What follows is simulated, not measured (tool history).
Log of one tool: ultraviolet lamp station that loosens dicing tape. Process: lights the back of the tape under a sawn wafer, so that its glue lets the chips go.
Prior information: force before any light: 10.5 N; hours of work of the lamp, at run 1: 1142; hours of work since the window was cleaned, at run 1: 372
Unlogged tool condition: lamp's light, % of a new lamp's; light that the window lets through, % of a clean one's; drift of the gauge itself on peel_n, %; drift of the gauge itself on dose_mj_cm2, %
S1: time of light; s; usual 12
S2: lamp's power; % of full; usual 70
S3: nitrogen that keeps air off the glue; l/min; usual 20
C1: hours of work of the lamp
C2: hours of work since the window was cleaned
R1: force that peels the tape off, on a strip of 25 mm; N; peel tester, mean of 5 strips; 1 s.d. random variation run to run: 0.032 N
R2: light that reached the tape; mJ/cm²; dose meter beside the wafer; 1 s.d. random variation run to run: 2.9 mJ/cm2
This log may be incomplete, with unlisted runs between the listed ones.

run    hour  S1  S2  S3    C1   C2     R1   R2
  1       0  12  70  20  1142  372  2.759  297
  2    28.3  12  70  20  1165  394  2.806  288
  3    53.5  12  70   8  1185  414  4.024  290
       78.6  -- window cleaned of glue's vapour
  4    90.3  12  70   8  1214    9  4.277  275
  5   125.6  13  70   8  1242   38  3.926  295
        137  -- window cleaned of glue's vapour, once more
  6   151.5  13  70   8  1262   12  3.752  323
  7   175.7  12  70  20  1281   31  2.715  300
  8   206.1  12  70  20  1306   55  2.796  293
  9   230.2  12  70  20  1325   74  2.857  288
 10   263.4  12  70  20  1351  101  2.833  288
 11   300.8  12  70  20  1381  131  2.782  285
 12   335.2  12  70  19  1409  158  2.925  282
 13   375.2  12  70  20  1441  190  2.936  278
 14   402.1  12  70  20  1462  212  2.915  274
 15   420.8  12  70  20  1477  226  3.085  275
      441.2  -- lamp changed
 16   461.3  12  70  20    16  258  1.766  398
 17   491.9  20  70  20    40  282   0.58  651
 18   522.9  17  70  20    65  307  0.915  550
 19     548  17  70  20    85  327  0.928  544
 20   584.4  17  70  20   114  356  0.936  542
 21   605.4  17  70  20   131  373  0.957  537
 22   629.6  17  70  20   150  392  0.994  532
 23   671.6  17  70  20   184  426  1.004  531
      682.4  -- window cleaned of glue's vapour
 24   705.8  17  70  20   211   19  0.895  548
 25   723.3  17  70  20   225   33  0.901  547
 26   759.5  17  70  20   254   61  0.945  544
 27   779.6  17  70  20   270   78  0.911  543
 28   806.6  12  67  20   291   99  1.991  361
 29   844.6  12  67  20   321  129  2.063  362
 30   870.1  11  70  20   342  150  2.184  342
 31   907.7  17  78   7   372  180  1.791  585
 32   927.8  17  87   8   388  196    1.4  636
 33   968.3   9  87  27   420  228  1.956  335
 34     999  18  68  27   445  253  0.805  530
 35  1032.6   9  70  37   472  279  2.457  267
 36    1052   9  70  37   487  295  2.456  267
 37  1077.7  15  64  20   508  315  1.663  396
 38  1095.7  15  64  20   522  330  1.689  394
 39  1112.7  12  70  12   535  343  2.898  348
 40  1148.9  20  70  20   564  372  0.841  568
 41  1179.7  23  84  35   589  397  0.241  776
 42  1205.7  15  70  35   610  418  1.166  417
     1226.4  -- window cleaned of glue's vapour
 43  1229.8  12  94  22   628    3  1.166  477

4 ways to go on from here, each from the tool as it stands after run 43. What would each give?
  A  1265.3  20  94  36  657  31   ?   ?
  B  1265.3   8  65  23  657  31   ?   ?
  C  1265.3   7  81  20  657  31   ?   ?
  D  1265.3   8  61  20  657  31   ?   ?

run     R1   R2
  A  0.252  782
  B  3.711  217
  C  3.564  231
  D  4.149  204
Without the tool's hidden state the same runs would have given:
run     R1   R2
  A  0.173  938
  B   3.02  260
  C  2.877  278
  D  3.449  245
